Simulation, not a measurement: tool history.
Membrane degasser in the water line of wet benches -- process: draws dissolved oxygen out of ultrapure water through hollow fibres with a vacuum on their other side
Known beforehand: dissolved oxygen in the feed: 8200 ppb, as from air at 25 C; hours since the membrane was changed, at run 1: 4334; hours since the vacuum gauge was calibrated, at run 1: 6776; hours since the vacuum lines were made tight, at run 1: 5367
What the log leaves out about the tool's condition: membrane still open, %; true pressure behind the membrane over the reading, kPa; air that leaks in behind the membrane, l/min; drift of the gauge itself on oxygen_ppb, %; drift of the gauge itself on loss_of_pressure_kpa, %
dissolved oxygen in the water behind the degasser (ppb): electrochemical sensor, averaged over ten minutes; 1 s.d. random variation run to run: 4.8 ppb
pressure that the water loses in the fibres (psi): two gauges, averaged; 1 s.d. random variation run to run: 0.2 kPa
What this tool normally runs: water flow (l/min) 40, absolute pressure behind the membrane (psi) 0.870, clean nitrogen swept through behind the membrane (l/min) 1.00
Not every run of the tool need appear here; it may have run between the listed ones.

run    hour  water flow (l/min)  absolute pressure behind the membrane (psi)  clean nitrogen swept through behind the membrane (l/min)  hours since the membrane was changed  hours since the vacuum gauge was calibrated  hours since the vacuum lines were made tight  dissolved oxygen in the water behind the degasser (ppb)  pressure that the water loses in the fibres (psi)
  1     0.0                  40                                        0.870                                                      1.00                                  4334                                         6776                                          5367                                                    480.5                                              6.501
  2   260.9                  40                                        0.558                                                      1.00                                  4594                                         7037                                          5628                                                    325.6                                              6.505
  3   415.6                  40                                        0.558                                                      1.00                                  4749                                         7192                                          5783                                                    323.0                                              6.566
  4   622.2                  40                                        0.558                                                      1.00                                  4956                                         7398                                          5989                                                    315.3                                              6.546
  5   797.4                  40                                        1.118                                                      1.00                                  5131                                         7574                                          6165                                                    611.6                                              6.535
  6   942.3                  40                                        1.118                                                      1.00                                  5276                                         7719                                          6309                                                    598.5                                              6.531
  7  1113.0                  40                                        0.870                                                      2.05                                  5447                                         7889                                          6480                                                    381.3                                              6.564
     1234.8  -- vacuum gauge calibrated
  8  1313.7                  40                                        0.870                                                      1.00                                  5647                                           79                                          6680                                                    482.7                                              6.596
  9  1529.7                  40                                        0.589                                                      1.00                                  5863                                          295                                          6896                                                    335.2                                              6.576
 10  1684.8                  40                                        0.589                                                      1.00                                  6018                                          450                                          7052                                                    339.9                                              6.557
 11  1848.1                  40                                        0.589                                                      2.15                                  6181                                          613                                          7215                                                    308.8                                              6.557
 12  2036.0                  40                                        0.589                                                      2.15                                  6369                                          801                                          7403                                                    304.7                                              6.612
 13  2281.2                  40                                        0.589                                                      1.71                                  6614                                         1046                                          7648                                                    311.6                                              6.614
 14  2451.9                  40                                        0.589                                                      1.71                                  6785                                         1217                                          7819                                                    316.8                                              6.656
 15  2559.4                  40                                        0.589                                                      1.71                                  6893                                         1325                                          7926                                                    311.9                                              6.680
 16  2728.8                  40                                        0.589                                                      1.71                                  7062                                         1494                                          8096                                                    309.1                                              6.640
 17  2960.6                  28                                        0.589                                                      2.06                                  7294                                         1726                                          8327                                                    112.3                                              4.676
 18  3119.0                  40                                        1.343                                                      0.97                                  7452                                         1884                                          8486                                                    728.4                                              6.598
     3298.6  -- seals of the vacuum lines changed
 19  3331.9                  40                                        0.595                                                      0.63                                  7663                                         2095                                            33                                                    372.8                                              6.666
 20  3477.7                  40                                        1.112                                                      2.94                                  7809                                         2241                                           179                                                    405.4                                              6.673
 21  3723.4                  34                                        1.581                                                      2.94                                  8054                                         2487                                           425                                                    371.5                                              5.622
 22  3949.9                  25                                        0.898                                                      0.44                                  8281                                         2713                                           651                                                    359.4                                              4.152
 23  4204.4                  52                                        0.819                                                      0.44                                  8535                                         2968                                           906                                                    909.5                                              8.685
 24  4417.5                  40                                        1.363                                                      0.58                                  8749                                         3181                                          1119                                                    954.3                                              6.640

Branching from run 24: 5 alternative next runs. What would each branch give?
  A  4600.0                  40                                        0.772                                                      1.29                                  8931                                         3363                                          1301                                                        ?                                                  ?
  B  4600.0                  40                                        1.363                                                      0.50                                  8931                                         3363                                          1301                                                        ?                                                  ?
  C  4600.0                  40                                        0.995                                                      0.69                                  8931                                         3363                                          1301                                                        ?                                                  ?
  D  4600.0                  40                                        0.870                                                      1.30                                  8931                                         3363                                          1301                                                        ?                                                  ?
  E  4600.0                  37                                        0.526                                                      1.00                                  8931                                         3363                                          1301                                                        ?                                                  ?

run  dissolved oxygen in the water behind the degasser (ppb)  pressure that the water loses in the fibres (psi)
  A                                                    397.5                                              6.708
  B                                                   1007.4                                              6.725
  C                                                    629.0                                              6.662
  D                                                    439.2                                              6.664
  E                                                    250.5                                              6.187
Take away the tool's hidden state, keep each run's random variation, and the runs would have read:
run  dissolved oxygen in the water behind the degasser (ppb)  pressure that the water loses in the fibres (psi)
  A                                                    396.3                                              6.548
  B                                                   1006.0                                              6.566
  C                                                    627.6                                              6.503
  D                                                    438.0                                              6.505
  E                                                    249.3                                              6.039
